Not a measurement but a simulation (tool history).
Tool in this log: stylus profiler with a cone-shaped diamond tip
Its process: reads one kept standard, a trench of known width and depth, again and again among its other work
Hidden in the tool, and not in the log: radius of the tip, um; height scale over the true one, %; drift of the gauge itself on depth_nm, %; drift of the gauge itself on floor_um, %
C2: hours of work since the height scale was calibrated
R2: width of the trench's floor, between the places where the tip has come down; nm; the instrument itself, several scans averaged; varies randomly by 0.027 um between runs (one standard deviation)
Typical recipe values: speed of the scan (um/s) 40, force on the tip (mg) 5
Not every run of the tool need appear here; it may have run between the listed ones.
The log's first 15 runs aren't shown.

Run 16, hour 1452.8: usual settings; scans with this tip 9012; C2 760. Result: depth of the trench (Å) 1009.9, R2 18370 nm.
Run 17, hour 1586: usual settings; scans with this tip 9879; C2 833. Result: depth of the trench (Å) 1010, R2 18300 nm.
Run 18, hour 1662: usual settings but speed of the scan (um/s) 108; scans with this tip 10373; C2 875. Result: depth of the trench (Å) 1010, R2 18170 nm.
Run 19, hour 1793: usual settings but speed of the scan (um/s) 108; scans with this tip 11225; C2 947. Result: depth of the trench (Å) 1009.6, R2 18160 nm.
Run 20, hour 1890.1: usual settings but speed of the scan (um/s) 108; scans with this tip 11856; C2 1000. Result: depth of the trench (Å) 1009.6, R2 18190 nm.
At hour 2004.8: new tip fitted, height scale calibrated.
Run 21, hour 2004.9: usual settings but speed of the scan (um/s) 21, force on the tip (mg) 2.56; scans with this tip 1; C2 0. Result: depth of the trench (Å) 1008.7, R2 18650 nm.
Run 22, hour 2133: usual settings but speed of the scan (um/s) 122, force on the tip (mg) 8.16; scans with this tip 833; C2 70. Result: depth of the trench (Å) 1017.8, R2 18470 nm.
Run 23, hour 2201.3: usual settings but speed of the scan (um/s) 47, force on the tip (mg) 6.96; scans with this tip 1278; C2 108. Result: depth of the trench (Å) 1016.3, R2 18610 nm.
Run 24, hour 2340.8: usual settings but speed of the scan (um/s) 22; scans with this tip 2185; C2 184. Result: depth of the trench (Å) 1013, R2 18620 nm.
Run 25, hour 2442.9: usual settings but speed of the scan (um/s) 22; scans with this tip 2848; C2 240. Result: depth of the trench (Å) 1012, R2 18620 nm.
Run 26, hour 2504.4: usual settings but speed of the scan (um/s) 30, force on the tip (mg) 10.45; scans with this tip 3248; C2 274. Result: depth of the trench (Å) 1020.4, R2 18600 nm.
Run 27, hour 2641.3: usual settings but speed of the scan (um/s) 57, force on the tip (mg) 7.77; scans with this tip 4139; C2 349. Result: depth of the trench (Å) 1016.5, R2 18530 nm.
Run 28, hour 2718.3: usual settings but force on the tip (mg) 2.37; scans with this tip 4639; C2 391. Result: depth of the trench (Å) 1006.7, R2 18550 nm.
Run 29, hour 2825.1: usual settings but speed of the scan (um/s) 16, force on the tip (mg) 1.99; scans with this tip 5334; C2 450. Result: depth of the trench (Å) 1005.2, R2 18560 nm.
Run 30, hour 2951.8: usual settings but speed of the scan (um/s) 63, force on the tip (mg) 2.47; scans with this tip 6157; C2 519. Result: depth of the trench (Å) 1007.2, R2 18390 nm.
Run 31, hour 3044.4: usual settings but speed of the scan (um/s) 50, force on the tip (mg) 3.79; scans with this tip 6760; C2 570. Result: depth of the trench (Å) 1009.2, R2 18420 nm.
Run 32, hour 3169.8: usual settings but speed of the scan (um/s) 32, force on the tip (mg) 2.19; scans with this tip 7575; C2 639. Result: depth of the trench (Å) 1005.5, R2 18410 nm.
Run 33, hour 3242.1: usual settings but speed of the scan (um/s) 13, force on the tip (mg) 2.3; scans with this tip 8045; C2 679. Result: depth of the trench (Å) 1005.8, R2 18440 nm.
Run 34, hour 3335.4: usual settings but speed of the scan (um/s) 13, force on the tip (mg) 2.3; scans with this tip 8652; C2 730. Result: depth of the trench (Å) 1005.3, R2 18510 nm.
Run 35, hour 3421.7: usual settings but speed of the scan (um/s) 13, force on the tip (mg) 2.3; scans with this tip 9213; C2 777. Result: depth of the trench (Å) 1005.2, R2 18440 nm.
Run 36, hour 3500.5: usual settings but speed of the scan (um/s) 69, force on the tip (mg) 1.95; scans with this tip 9726; C2 820. Result: depth of the trench (Å) 1004.1, R2 18220 nm.
Run 37, hour 3616.1: usual settings but force on the tip (mg) 2.24; scans with this tip 10477; C2 884. Result: depth of the trench (Å) 1004.8, R2 18300 nm.
Run 38, hour 3721.2: usual settings but force on the tip (mg) 2.24; scans with this tip 11160; C2 941. Result: depth of the trench (Å) 1005.2, R2 18300 nm.
Run 39, hour 3854.2: usual settings but speed of the scan (um/s) 23, force on the tip (mg) 10.77; scans with this tip 12025; C2 1014. Result: depth of the trench (Å) 1018.6, R2 18390 nm.

Here are 3 independent what-if runs from the current tool condition. What would each one return?
At hour 3941.1: new tip fitted, height scale calibrated.
Run A, hour 3941.1: usual settings but speed of the scan (um/s) 23, force on the tip (mg) 9.12; scans with this tip 0; C2 0. Result: depth of the trench (Å) ?, R2 ?.
At hour 3941.1: new tip fitted, height scale calibrated.
Run B, hour 3941.1: usual settings but speed of the scan (um/s) 41, force on the tip (mg) 8.6; scans with this tip 0; C2 0. Result: depth of the trench (Å) ?, R2 ?.
At hour 3941.1: new tip fitted, height scale calibrated.
Run C, hour 3941.1: usual settings but force on the tip (mg) 1.98; scans with this tip 0; C2 0. Result: depth of the trench (Å) ?, R2 ?.

run  depth of the trench (Å)     R2
  A                   1019.6  18720
  B                     1019  18630
  C                   1007.4  18580
With no hidden state in the tool, these same runs would have given:
run  depth of the trench (Å)     R2
  A                   1019.2  18730
  B                   1018.6  18650
  C                     1007  18590

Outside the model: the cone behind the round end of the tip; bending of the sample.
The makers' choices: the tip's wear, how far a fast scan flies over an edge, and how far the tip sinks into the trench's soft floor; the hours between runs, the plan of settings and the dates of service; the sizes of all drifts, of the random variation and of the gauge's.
